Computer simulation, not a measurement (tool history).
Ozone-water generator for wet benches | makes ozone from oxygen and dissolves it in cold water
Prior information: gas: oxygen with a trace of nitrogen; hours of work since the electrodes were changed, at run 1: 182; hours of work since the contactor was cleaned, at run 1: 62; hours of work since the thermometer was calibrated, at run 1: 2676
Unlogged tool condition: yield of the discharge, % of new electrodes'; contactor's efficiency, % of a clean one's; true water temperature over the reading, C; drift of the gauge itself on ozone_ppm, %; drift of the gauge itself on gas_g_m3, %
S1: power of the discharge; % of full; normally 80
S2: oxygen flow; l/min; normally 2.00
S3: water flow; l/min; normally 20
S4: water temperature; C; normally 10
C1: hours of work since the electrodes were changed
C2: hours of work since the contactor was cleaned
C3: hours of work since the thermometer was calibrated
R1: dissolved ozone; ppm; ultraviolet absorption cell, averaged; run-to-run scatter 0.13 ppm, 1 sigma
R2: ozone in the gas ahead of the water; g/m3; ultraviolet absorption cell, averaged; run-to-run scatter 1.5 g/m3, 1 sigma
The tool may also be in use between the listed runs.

run,day,S1,S2,S3,S4,C1,C2,C3,R1,R2
1,0.000,80,2.00,20,10,182,62,2676,13.3,280.2
2,3.438,80,2.00,20,11,242,121,2736,13.4,282.4
3,7.888,80,2.00,20,11,319,198,2813,13.0,280.5
4,9.771,80,2.00,20,11,352,231,2846,13.3,279.2
5,14.042,80,2.00,20,11,426,305,2920,13.1,279.0
6,18.000,80,2.00,20,10,495,374,2989,13.1,281.1
7,22.175,80,2.00,20,15,567,447,3062,12.7,278.4
8,26.329,80,2.00,20,15,639,519,3134,12.7,276.6
9,30.067,80,2.00,20,15,704,584,3199,12.7,281.1
10,31.942,80,2.00,20,15,737,616,3231,12.7,274.3
11,34.900,42,2.00,20,7,788,668,3282,9.1,194.2
12,38.296,42,1.25,17,7,847,727,3341,8.8,236.7
13,41.750,70,2.43,20,12,907,787,3401,12.7,236.1
14,45.300,74,2.00,20,7,969,848,3463,12.6,266.1
15,49.192,74,2.00,20,7,1036,916,3531,12.7,265.4
16,53.671,74,1.53,15,7,1114,993,3608,14.9,295.0
# day 56.583: water thermometer calibrated
17,56.854,80,1.73,27,12,1169,1048,5,8.7,292.7
18,59.167,80,1.73,27,12,1209,1089,45,8.6,290.2

Take each entry between the runs: how does the hidden state at the last listed run before it differ from the hidden state at the first listed run after it?
Run 16 -> run 17: water thermometer calibrated (day 56.583)
  yield of the discharge, % of new electrodes': 98.9 -> 98.8; contactor's efficiency, % of a clean one's: 98.6 -> 98.5; true water temperature over the reading, C: 0.29 -> -0.03
  measured result minus the result with no hidden state, R1: -0.4 -> -0.2 ppm; R2: -3.4 -> -3.8 g/m3
